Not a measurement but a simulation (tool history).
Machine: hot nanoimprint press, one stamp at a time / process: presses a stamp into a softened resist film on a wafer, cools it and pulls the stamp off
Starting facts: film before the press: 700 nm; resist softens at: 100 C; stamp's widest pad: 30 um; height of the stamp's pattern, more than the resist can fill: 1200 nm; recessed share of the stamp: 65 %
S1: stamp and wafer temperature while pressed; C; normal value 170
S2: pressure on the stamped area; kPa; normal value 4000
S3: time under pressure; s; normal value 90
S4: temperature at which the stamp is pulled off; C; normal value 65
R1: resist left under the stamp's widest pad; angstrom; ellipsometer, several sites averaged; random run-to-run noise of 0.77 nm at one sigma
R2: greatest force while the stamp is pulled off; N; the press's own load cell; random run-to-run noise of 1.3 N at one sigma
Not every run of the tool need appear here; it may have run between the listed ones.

run	hour	S1	S2	S3	S4	R1	R2
1	0.0	170	4000	90	65	3657	130
2	14.9	170	4000	90	65	3652	133
# hour 27.6: stamp cleaned and given a new release coat
3	30.4	170	4000	90	65	3660	112
4	44.6	170	4000	90	65	3670	110
5	61.5	170	4000	90	65	3683	114
6	74.6	170	4000	90	65	3675	116
7	87.6	170	4000	90	65	3661	117
8	96.9	170	4000	90	65	3673	117
9	113.4	170	4000	179	65	2951	119
10	127.2	170	4000	179	65	2959	121
11	145.7	170	4000	179	65	2960	121
12	158.3	170	4000	179	65	2959	126
13	170.8	170	4000	179	65	2962	127
# hour 175.3: plate thermocouple calibrated
14	186.6	170	4000	121	65	3380	129
15	197.8	170	4000	121	65	3382	128
16	217.8	159	4020	90	65	4971	131
17	232.2	170	4000	90	64	3706	136
18	245.9	170	4000	90	64	3718	139
# hour 258.2: stamp cleaned and given a new release coat
19	273.3	170	5000	48	61	3999	127
20	290.3	180	4140	90	65	2775	114
# hour 299.7: plate thermocouple calibrated, once more
21	313.6	180	4140	90	65	2740	117
22	332.1	169	3940	66	70	4179	102
23	352.7	169	3940	102	63	3675	126
24	374.3	169	3940	102	63	3676	129
25	389.9	176	3940	102	50	3020	178
26	400.4	176	3940	102	50	3012	176
27	410.2	176	3940	102	50	3022	182
28	426.0	177	3980	145	73	2595	99
29	447.4	177	3980	121	71	2766	109

Alternative continuations, all from the tool just after run 29; predict every row:
A	461.7	162	3980	121	71	?	?
B	461.7	177	5610	121	53	?	?
C	461.7	170	4000	102	65	?	?

run	R1	R2
A	4256	107
B	2278	179
C	3554	130
Without the tool's hidden state the same runs would have given:
run	R1	R2
A	4152	88
B	2201	149
C	3462	108
